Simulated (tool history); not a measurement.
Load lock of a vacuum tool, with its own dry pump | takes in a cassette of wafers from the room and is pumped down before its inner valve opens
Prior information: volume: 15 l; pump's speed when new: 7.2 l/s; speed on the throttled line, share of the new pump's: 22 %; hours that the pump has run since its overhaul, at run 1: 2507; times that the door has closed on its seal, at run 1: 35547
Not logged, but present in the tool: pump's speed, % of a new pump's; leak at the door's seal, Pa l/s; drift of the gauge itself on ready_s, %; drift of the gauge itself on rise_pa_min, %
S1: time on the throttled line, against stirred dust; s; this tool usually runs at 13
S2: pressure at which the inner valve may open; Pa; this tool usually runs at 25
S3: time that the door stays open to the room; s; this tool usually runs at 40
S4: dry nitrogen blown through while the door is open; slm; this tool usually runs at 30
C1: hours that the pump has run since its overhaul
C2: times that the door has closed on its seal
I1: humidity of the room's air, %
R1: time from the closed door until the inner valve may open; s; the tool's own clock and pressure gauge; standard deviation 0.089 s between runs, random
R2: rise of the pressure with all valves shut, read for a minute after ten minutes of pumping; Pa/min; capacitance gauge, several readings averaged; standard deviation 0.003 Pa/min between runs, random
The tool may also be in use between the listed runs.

run 1 day=0 | S1=13 S2=25 S3=40 S4=30 | C1=2507 C2=35547 | I1=45 | R1=27.49 R2=0.287
run 2 day=4.417 | S1=13 S2=25 S3=40 S4=30 | C1=2613 C2=35981 | I1=41.1 | R1=27.56 R2=0.281
run 3 day=7.821 | S1=13 S2=25 S3=40 S4=30 | C1=2695 C2=36315 | I1=48.7 | R1=27.55 R2=0.286
run 4 day=15.925 | S1=13 S2=25 S3=40 S4=30 | C1=2889 C2=37112 | I1=44.2 | R1=27.58 R2=0.299
run 5 day=19.762 | S1=13 S2=25 S3=40 S4=30 | C1=2981 C2=37489 | I1=46.5 | R1=27.38 R2=0.304
run 6 day=27.254 | S1=13 S2=25 S3=40 S4=30 | C1=3161 C2=38225 | I1=47 | R1=27.66 R2=0.304
run 7 day=34.996 | S1=13 S2=25 S3=101 S4=30 | C1=3347 C2=38986 | I1=45.9 | R1=27.67 R2=0.355
run 8 day=42.879 | S1=13 S2=25 S3=101 S4=30 | C1=3536 C2=39760 | I1=47.5 | R1=27.76 R2=0.367
run 9 day=46.667 | S1=13 S2=25 S3=101 S4=30 | C1=3627 C2=40133 | I1=43.7 | R1=27.64 R2=0.368
run 10 day=51.1 | S1=13 S2=25 S3=101 S4=30 | C1=3733 C2=40568 | I1=44.9 | R1=27.53 R2=0.372
run 11 day=56.496 | S1=13 S2=25 S3=101 S4=30 | C1=3863 C2=41099 | I1=46 | R1=27.67 R2=0.369
run 12 day=61 | S1=13 S2=25 S3=101 S4=30 | C1=3971 C2=41541 | I1=44.3 | R1=27.72 R2=0.377
run 13 day=65.092 | S1=13 S2=30 S3=101 S4=30 | C1=4069 C2=41943 | I1=47.5 | R1=27.28 R2=0.398
run 14 day=72.55 | S1=12 S2=39 S3=124 S4=20 | C1=4248 C2=42676 | I1=44 | R1=26.01 R2=0.43
run 15 day=78.196 | S1=26 S2=45 S3=124 S4=5 | C1=4384 C2=43231 | I1=41.2 | R1=36.55 R2=0.45
run 16 day=86.067 | S1=26 S2=45 S3=124 S4=5 | C1=4573 C2=44005 | I1=45.6 | R1=36.42 R2=0.476
run 17 day=92.358 | S1=13 S2=27 S3=106 S4=30 | C1=4724 C2=44623 | I1=44.8 | R1=27.61 R2=0.428
run 18 day=99.467 | S1=12 S2=27 S3=125 S4=25 | C1=4894 C2=45321 | I1=46.3 | R1=26.88 R2=0.453
run 19 day=102.892 | S1=12 S2=24 S3=125 S4=25 | C1=4976 C2=45658 | I1=43.1 | R1=27.11 R2=0.449
run 20 day=108.517 | S1=7 S2=25 S3=48 S4=9 | C1=5111 C2=46211 | I1=46.9 | R1=23.07 R2=0.442
run 21 day=113.008 | S1=19 S2=25 S3=207 S4=8 | C1=5219 C2=46652 | I1=44.8 | R1=32.59 R2=0.56
run 22 day=118.6 | S1=13 S2=25 S3=56 S4=15 | C1=5353 C2=47202 | I1=41.4 | R1=27.86 R2=0.438
run 23 day=124.579 | S1=16 S2=25 S3=56 S4=5 | C1=5497 C2=47789 | I1=44 | R1=30.29 R2=0.463
run 24 day=132.333 | S1=16 S2=25 S3=56 S4=5 | C1=5683 C2=48551 | I1=46.5 | R1=30.24 R2=0.49

Predict each of these 5 candidate next runs independently; none follows another, all start after run 24:
run A day=140.604 | S1=16 S2=25 S3=56 S4=44 | C1=5881 C2=49364 | I1=44.2 | R1=? R2=?
run B day=140.604 | S1=13 S2=22 S3=40 S4=30 | C1=5881 C2=49364 | I1=47.6 | R1=? R2=?
run C day=140.604 | S1=16 S2=37 S3=56 S4=5 | C1=5881 C2=49364 | I1=43.1 | R1=? R2=?
run D day=140.604 | S1=7 S2=25 S3=185 S4=5 | C1=5881 C2=49364 | I1=44.3 | R1=? R2=?
run E day=140.604 | S1=16 S2=25 S3=52 S4=5 | C1=5881 C2=49364 | I1=40.9 | R1=? R2=?

run=A R1=30.42 R2=0.457
run=B R1=28.48 R2=0.46
run=C R1=29.51 R2=0.493
run=D R1=23.5 R2=0.594
run=E R1=30.36 R2=0.48
Take away the tool's hidden state, keep each run's random variation, and the runs would have read:
run=A R1=29.91 R2=0.045
run=B R1=27.98 R2=0.048
run=C R1=29.06 R2=0.08
run=D R1=22.96 R2=0.181
run=E R1=29.88 R2=0.067

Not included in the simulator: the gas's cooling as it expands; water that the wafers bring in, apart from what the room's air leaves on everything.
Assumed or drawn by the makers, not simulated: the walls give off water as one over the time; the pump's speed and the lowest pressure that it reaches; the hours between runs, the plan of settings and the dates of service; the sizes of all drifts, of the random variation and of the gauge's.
